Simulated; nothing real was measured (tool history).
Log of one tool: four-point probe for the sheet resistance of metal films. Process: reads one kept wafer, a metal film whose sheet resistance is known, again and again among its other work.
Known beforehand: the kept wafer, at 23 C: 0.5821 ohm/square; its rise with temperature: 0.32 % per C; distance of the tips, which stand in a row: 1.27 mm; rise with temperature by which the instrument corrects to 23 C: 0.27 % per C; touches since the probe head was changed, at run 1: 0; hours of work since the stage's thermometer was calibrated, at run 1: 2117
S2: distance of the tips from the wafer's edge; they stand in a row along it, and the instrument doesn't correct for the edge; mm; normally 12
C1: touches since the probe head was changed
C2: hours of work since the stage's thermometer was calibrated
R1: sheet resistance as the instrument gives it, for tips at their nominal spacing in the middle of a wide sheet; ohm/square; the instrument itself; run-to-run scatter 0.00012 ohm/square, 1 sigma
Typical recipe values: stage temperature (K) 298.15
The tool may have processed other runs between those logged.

run 1 day=0.000 | stage_temperature_(K)=298.15 S2=12 | C1=0 C2=2117 | R1=0.585950
run 2 day=3.775 | stage_temperature_(K)=298.15 S2=12 | C1=4829 C2=2174 | R1=0.586129
run 3 day=7.042 | stage_temperature_(K)=298.15 S2=12 | C1=9008 C2=2223 | R1=0.586101
-- day=9.558 stage's thermometer calibrated
run 4 day=12.679 | stage_temperature_(K)=298.15 S2=12 | C1=16195 C2=47 | R1=0.586031
run 5 day=16.721 | stage_temperature_(K)=298.15 S2=12 | C1=21364 C2=109 | R1=0.586183
run 6 day=19.208 | stage_temperature_(K)=298.15 S2=12 | C1=24544 C2=146 | R1=0.586231
run 7 day=23.517 | stage_temperature_(K)=298.15 S2=12 | C1=30060 C2=211 | R1=0.586178
run 8 day=26.604 | stage_temperature_(K)=298.15 S2=12 | C1=34010 C2=258 | R1=0.586110
run 9 day=29.425 | stage_temperature_(K)=298.15 S2=12 | C1=37615 C2=301 | R1=0.586194
run 10 day=32.317 | stage_temperature_(K)=298.15 S2=12 | C1=41315 C2=345 | R1=0.586036
run 11 day=36.358 | stage_temperature_(K)=298.15 S2=12 | C1=46488 C2=406 | R1=0.586300
run 12 day=41.425 | stage_temperature_(K)=298.15 S2=12 | C1=52970 C2=483 | R1=0.586156
run 13 day=44.800 | stage_temperature_(K)=298.15 S2=12 | C1=57287 C2=534 | R1=0.586279
run 14 day=48.346 | stage_temperature_(K)=298.15 S2=12 | C1=61824 C2=588 | R1=0.586216
run 15 day=53.588 | stage_temperature_(K)=298.15 S2=12 | C1=68527 C2=667 | R1=0.586148
run 16 day=58.571 | stage_temperature_(K)=295.15 S2=12 | C1=74902 C2=742 | R1=0.585280
run 17 day=62.504 | stage_temperature_(K)=295.15 S2=12 | C1=79936 C2=802 | R1=0.585312
run 18 day=68.283 | stage_temperature_(K)=295.15 S2=12 | C1=87325 C2=889 | R1=0.585160
run 19 day=73.317 | stage_temperature_(K)=302.15 S2=17 | C1=93769 C2=966 | R1=0.585431
run 20 day=79.042 | stage_temperature_(K)=296.15 S2=7 | C1=101093 C2=1053 | R1=0.592125
run 21 day=84.104 | stage_temperature_(K)=296.15 S2=7 | C1=107569 C2=1129 | R1=0.592012
run 22 day=88.600 | stage_temperature_(K)=296.15 S2=7 | C1=113316 C2=1197 | R1=0.592405
run 23 day=92.308 | stage_temperature_(K)=294.15 S2=6 | C1=118061 C2=1253 | R1=0.595123
run 24 day=97.992 | stage_temperature_(K)=306.15 S2=26 | C1=125336 C2=1340 | R1=0.585648
run 25 day=101.817 | stage_temperature_(K)=298.15 S2=53 | C1=130224 C2=1397 | R1=0.582691
run 26 day=104.525 | stage_temperature_(K)=297.15 S2=65 | C1=133689 C2=1438 | R1=0.582336
run 27 day=109.662 | stage_temperature_(K)=306.15 S2=53 | C1=140262 C2=1516 | R1=0.584911
run 28 day=112.496 | stage_temperature_(K)=296.15 S2=35 | C1=143890 C2=1559 | R1=0.582288
run 29 day=116.054 | stage_temperature_(K)=296.15 S2=35 | C1=148439 C2=1613 | R1=0.582364
run 30 day=121.525 | stage_temperature_(K)=308.15 S2=35 | C1=155441 C2=1696 | R1=0.585898
run 31 day=124.042 | stage_temperature_(K)=293.15 S2=52 | C1=158660 C2=1734 | R1=0.581158
run 32 day=126.958 | stage_temperature_(K)=302.15 S2=11 | C1=162389 C2=1778 | R1=0.587927
run 33 day=129.671 | stage_temperature_(K)=305.15 S2=14 | C1=165862 C2=1819 | R1=0.587144
run 34 day=132.858 | stage_temperature_(K)=299.15 S2=7 | C1=169937 C2=1868 | R1=0.592849

Run 35 is up next; what results do you expect?
run 35 day=135.275 | stage_temperature_(K)=293.15 S2=4 | C1=173029 C2=1904 | R1=?

R1: 0.610920 ohm/square
The same run, on a tool lacking any hidden state, would have yielded R1 0.611065 ohm/square.

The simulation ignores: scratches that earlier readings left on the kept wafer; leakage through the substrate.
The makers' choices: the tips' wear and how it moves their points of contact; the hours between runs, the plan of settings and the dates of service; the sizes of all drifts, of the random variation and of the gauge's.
